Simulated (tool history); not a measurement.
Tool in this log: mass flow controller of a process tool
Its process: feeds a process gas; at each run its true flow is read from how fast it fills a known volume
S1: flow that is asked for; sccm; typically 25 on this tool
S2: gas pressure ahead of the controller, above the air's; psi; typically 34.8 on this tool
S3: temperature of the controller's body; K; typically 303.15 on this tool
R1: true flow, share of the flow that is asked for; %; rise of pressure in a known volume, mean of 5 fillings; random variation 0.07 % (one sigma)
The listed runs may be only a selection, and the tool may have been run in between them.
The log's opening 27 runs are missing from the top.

run     hour  S1    S2      S3      R1
 28   7546.7  25  34.8  306.15   98.95
 29   7826.5  13    35  311.15   98.37
 30   8168.6  27  21.8  304.15   99.92
        8373  -- gauge calibrated
 31     8539  25  34.8  295.15   99.83
 32   8915.4  47  36.1  296.15   99.93
 33   9147.3  25    27  300.15   99.81
 34   9540.6  30  20.7  312.15   98.91
 35   9877.7   9    26  295.15   100.2
 36  10081.2   9    26  295.15  100.41
 37  10426.9   9    26  295.15  100.46
 38  10665.1   9    26  295.15  100.42

Alternative continuations, all from the tool just after run 38; predict every row:
  A  10889.1   9    26  310.15   ?
  B  10889.1  48  22.8  301.15   ?
  C  10889.1  12  31.2  303.15   ?
  D  10889.1  22  20.9  308.15   ?

run      R1
  A   98.73
  B  100.34
  C    99.4
  D   99.27
What these runs would have given with no unlogged condition in the tool:
run     R1
  A  98.36
  B  99.99
  C  99.03
  D  98.92
